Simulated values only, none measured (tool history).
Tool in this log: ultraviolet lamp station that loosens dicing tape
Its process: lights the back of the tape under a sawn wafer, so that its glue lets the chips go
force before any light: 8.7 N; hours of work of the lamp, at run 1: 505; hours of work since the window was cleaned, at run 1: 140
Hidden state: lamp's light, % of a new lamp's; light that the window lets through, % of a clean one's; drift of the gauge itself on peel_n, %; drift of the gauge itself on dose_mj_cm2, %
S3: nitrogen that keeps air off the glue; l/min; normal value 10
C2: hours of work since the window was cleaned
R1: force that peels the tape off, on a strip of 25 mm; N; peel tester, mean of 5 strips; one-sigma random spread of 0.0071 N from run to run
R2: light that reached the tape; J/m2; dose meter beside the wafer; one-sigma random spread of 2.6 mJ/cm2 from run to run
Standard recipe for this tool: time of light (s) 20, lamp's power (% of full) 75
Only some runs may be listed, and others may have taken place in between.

{"run": 1, "day": 0.0, "time of light (s)": 20, "lamp's power (% of full)": 75, "S3": 10, "hours of work of the lamp": 505, "C2": 140, "R1": 0.257, "R2": 3180}
{"run": 2, "day": 1.308, "time of light (s)": 15, "lamp's power (% of full)": 75, "S3": 10, "hours of work of the lamp": 524, "C2": 158, "R1": 0.446, "R2": 2390}
{"run": 3, "day": 2.946, "time of light (s)": 15, "lamp's power (% of full)": 97, "S3": 10, "hours of work of the lamp": 547, "C2": 181, "R1": 0.257, "R2": 3130}
{"run": 4, "day": 3.75, "time of light (s)": 15, "lamp's power (% of full)": 97, "S3": 10, "hours of work of the lamp": 558, "C2": 193, "R1": 0.258, "R2": 3110}
{"run": 5, "day": 5.479, "time of light (s)": 15, "lamp's power (% of full)": 97, "S3": 5, "hours of work of the lamp": 582, "C2": 217, "R1": 0.43, "R2": 3160}
{"run": 6, "day": 6.742, "time of light (s)": 38, "lamp's power (% of full)": 75, "S3": 10, "hours of work of the lamp": 600, "C2": 235, "R1": 0.172, "R2": 6130}
{"run": 7, "day": 7.879, "time of light (s)": 38, "lamp's power (% of full)": 75, "S3": 10, "hours of work of the lamp": 616, "C2": 251, "R1": 0.167, "R2": 6030}
{"run": 8, "day": 9.4, "time of light (s)": 20, "lamp's power (% of full)": 75, "S3": 15, "hours of work of the lamp": 637, "C2": 272, "R1": 0.209, "R2": 3230}
{"run": 9, "day": 10.25, "time of light (s)": 20, "lamp's power (% of full)": 75, "S3": 10, "hours of work of the lamp": 649, "C2": 284, "R1": 0.254, "R2": 3260}
{"run": 10, "day": 11.775, "time of light (s)": 20, "lamp's power (% of full)": 98, "S3": 10, "hours of work of the lamp": 671, "C2": 305, "R1": 0.188, "R2": 4210}
{"run": 11, "day": 12.512, "time of light (s)": 20, "lamp's power (% of full)": 98, "S3": 12, "hours of work of the lamp": 681, "C2": 316, "R1": 0.186, "R2": 4230}
{"run": 12, "day": 14.017, "time of light (s)": 20, "lamp's power (% of full)": 98, "S3": 12, "hours of work of the lamp": 702, "C2": 337, "R1": 0.187, "R2": 4230}
{"run": 13, "day": 14.767, "time of light (s)": 20, "lamp's power (% of full)": 75, "S3": 10, "hours of work of the lamp": 713, "C2": 347, "R1": 0.257, "R2": 3240}
{"run": 14, "day": 16.042, "time of light (s)": 36, "lamp's power (% of full)": 86, "S3": 7, "hours of work of the lamp": 731, "C2": 365, "R1": 0.173, "R2": 6600}
{"run": 15, "day": 17.621, "time of light (s)": 12, "lamp's power (% of full)": 79, "S3": 16, "hours of work of the lamp": 753, "C2": 387, "R1": 0.489, "R2": 2040}
{"day": 17.875, "done": "window cleaned of glue's vapour"}
{"run": 16, "day": 19.129, "time of light (s)": 12, "lamp's power (% of full)": 79, "S3": 16, "hours of work of the lamp": 774, "C2": 18, "R1": 0.467, "R2": 2030}
{"run": 17, "day": 20.279, "time of light (s)": 12, "lamp's power (% of full)": 65, "S3": 16, "hours of work of the lamp": 790, "C2": 34, "R1": 0.685, "R2": 1680}
{"run": 18, "day": 21.646, "time of light (s)": 20, "lamp's power (% of full)": 74, "S3": 10, "hours of work of the lamp": 809, "C2": 53, "R1": 0.258, "R2": 3190}
{"run": 19, "day": 22.7, "time of light (s)": 39, "lamp's power (% of full)": 63, "S3": 10, "hours of work of the lamp": 824, "C2": 68, "R1": 0.176, "R2": 5240}
{"run": 20, "day": 23.917, "time of light (s)": 29, "lamp's power (% of full)": 77, "S3": 10, "hours of work of the lamp": 841, "C2": 85, "R1": 0.172, "R2": 4760}
{"run": 21, "day": 25.321, "time of light (s)": 29, "lamp's power (% of full)": 77, "S3": 10, "hours of work of the lamp": 861, "C2": 105, "R1": 0.179, "R2": 4710}
{"run": 22, "day": 26.346, "time of light (s)": 12, "lamp's power (% of full)": 64, "S3": 3, "hours of work of the lamp": 875, "C2": 119, "R1": 2.007, "R2": 1660}
{"run": 23, "day": 27.692, "time of light (s)": 25, "lamp's power (% of full)": 63, "S3": 3, "hours of work of the lamp": 894, "C2": 138, "R1": 0.524, "R2": 3420}
{"run": 24, "day": 28.779, "time of light (s)": 25, "lamp's power (% of full)": 63, "S3": 3, "hours of work of the lamp": 909, "C2": 153, "R1": 0.534, "R2": 3370}
{"run": 25, "day": 29.775, "time of light (s)": 25, "lamp's power (% of full)": 63, "S3": 3, "hours of work of the lamp": 923, "C2": 167, "R1": 0.519, "R2": 3360}

What if the next run were any one of these 3? Each begins from the tool's condition after run 25:
{"run": "A", "day": 31.1, "time of light (s)": 20, "lamp's power (% of full)": 73, "S3": 7, "hours of work of the lamp": 942, "C2": 186, "R1": "?", "R2": "?"}
{"run": "B", "day": 31.1, "time of light (s)": 32, "lamp's power (% of full)": 66, "S3": 3, "hours of work of the lamp": 942, "C2": 186, "R1": "?", "R2": "?"}
{"run": "C", "day": 31.1, "time of light (s)": 16, "lamp's power (% of full)": 92, "S3": 3, "hours of work of the lamp": 942, "C2": 186, "R1": "?", "R2": "?"}

run=A R1=0.335 R2=3090
run=B R1=0.303 R2=4560
run=C R1=0.617 R2=3140
Stripped of hidden state, with their random variation kept, the same runs would have yielded:
run=A R1=0.334 R2=3100
run=B R1=0.302 R2=4570
run=C R1=0.615 R2=3140
